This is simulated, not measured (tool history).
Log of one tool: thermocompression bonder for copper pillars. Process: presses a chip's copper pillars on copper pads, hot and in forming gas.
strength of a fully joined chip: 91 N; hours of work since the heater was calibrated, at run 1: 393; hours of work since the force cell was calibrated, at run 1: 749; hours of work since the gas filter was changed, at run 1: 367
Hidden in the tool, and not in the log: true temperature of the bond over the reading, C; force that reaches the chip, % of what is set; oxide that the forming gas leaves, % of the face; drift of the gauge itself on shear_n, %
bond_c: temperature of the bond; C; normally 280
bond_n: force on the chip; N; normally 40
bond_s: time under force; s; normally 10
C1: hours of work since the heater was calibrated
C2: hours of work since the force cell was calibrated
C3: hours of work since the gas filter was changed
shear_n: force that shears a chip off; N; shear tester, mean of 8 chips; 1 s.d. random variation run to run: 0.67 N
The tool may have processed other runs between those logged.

Run 1, day 0: usual settings; C1 393; C2 749; C3 367. Result: shear_n 43.1 N.
Run 2, day 1.633: usual settings; C1 413; C2 769; C3 387. Result: shear_n 43.2 N.
At day 1.933: forming gas filter changed.
Run 3, day 2.971: usual settings; C1 429; C2 785; C3 13. Result: shear_n 47.7 N.
Run 4, day 4.342: usual settings; C1 445; C2 802; C3 29. Result: shear_n 47.7 N.
Run 5, day 5.7: usual settings; C1 462; C2 819; C3 46. Result: shear_n 47.5 N.
Run 6, day 6.888: usual settings but bond_s 23 s; C1 476; C2 833; C3 61. Result: shear_n 60.6 N.
Run 7, day 7.996: usual settings but bond_s 23 s; C1 490; C2 847; C3 74. Result: shear_n 61.8 N.
Run 8, day 9.4: usual settings but bond_s 23 s; C1 507; C2 864; C3 91. Result: shear_n 61.5 N.
Run 9, day 11.075: usual settings but bond_n 27 N; C1 528; C2 884; C3 112. Result: shear_n 31.1 N.
Run 10, day 11.838: usual settings but bond_c 298 C, bond_n 44 N, bond_s 5 s; C1 537; C2 894; C3 121. Result: shear_n 47.6 N.
Run 11, day 12.546: usual settings but bond_c 301 C, bond_n 47 N, bond_s 5 s; C1 546; C2 902; C3 130. Result: shear_n 52.2 N.
Run 12, day 13.746: usual settings but bond_c 269 C, bond_n 43 N, bond_s 8 s; C1 560; C2 917; C3 144. Result: shear_n 40.1 N.
Run 13, day 14.771: usual settings but bond_n 31 N, bond_s 17 s; C1 573; C2 929; C3 157. Result: shear_n 43.1 N.
At day 15.296: heater calibrated with a thermocouple chip.
Run 14, day 15.571: usual settings but bond_n 31 N, bond_s 17 s; C1 3; C2 938; C3 166. Result: shear_n 41.5 N.
Run 15, day 16.342: usual settings but bond_n 31 N, bond_s 17 s; C1 13; C2 948; C3 175. Result: shear_n 40.8 N.
Run 16, day 17.8: usual settings but bond_c 267 C, bond_n 27 N, bond_s 8 s; C1 31; C2 965; C3 193. Result: shear_n 22.7 N.
Run 17, day 18.617: usual settings but bond_c 261 C, bond_n 27 N, bond_s 24 s; C1 41; C2 975; C3 203. Result: shear_n 33.1 N.

Branching from run 17: 4 alternative next runs. What would each branch give?
Run A, day 20.3: usual settings but bond_c 261 C, bond_n 56 N, bond_s 24 s; C1 61; C2 996; C3 223. Result: shear_n ?.
Run B, day 20.3: usual settings but bond_n 55 N, bond_s 7 s; C1 61; C2 996; C3 223. Result: shear_n ?.
Run C, day 20.3: usual settings but bond_n 36 N; C1 61; C2 996; C3 223. Result: shear_n ?.
Run D, day 20.3: usual settings but bond_n 42 N, bond_s 16 s; C1 61; C2 996; C3 223. Result: shear_n ?.

run  shear_n
  A     62.8
  B     52.8
  C     39.3
  D       53
Had the tool no hidden state, the same runs would have come out as:
run  shear_n
  A     69.2
  B     58.7
  C     44.1
  D     58.9

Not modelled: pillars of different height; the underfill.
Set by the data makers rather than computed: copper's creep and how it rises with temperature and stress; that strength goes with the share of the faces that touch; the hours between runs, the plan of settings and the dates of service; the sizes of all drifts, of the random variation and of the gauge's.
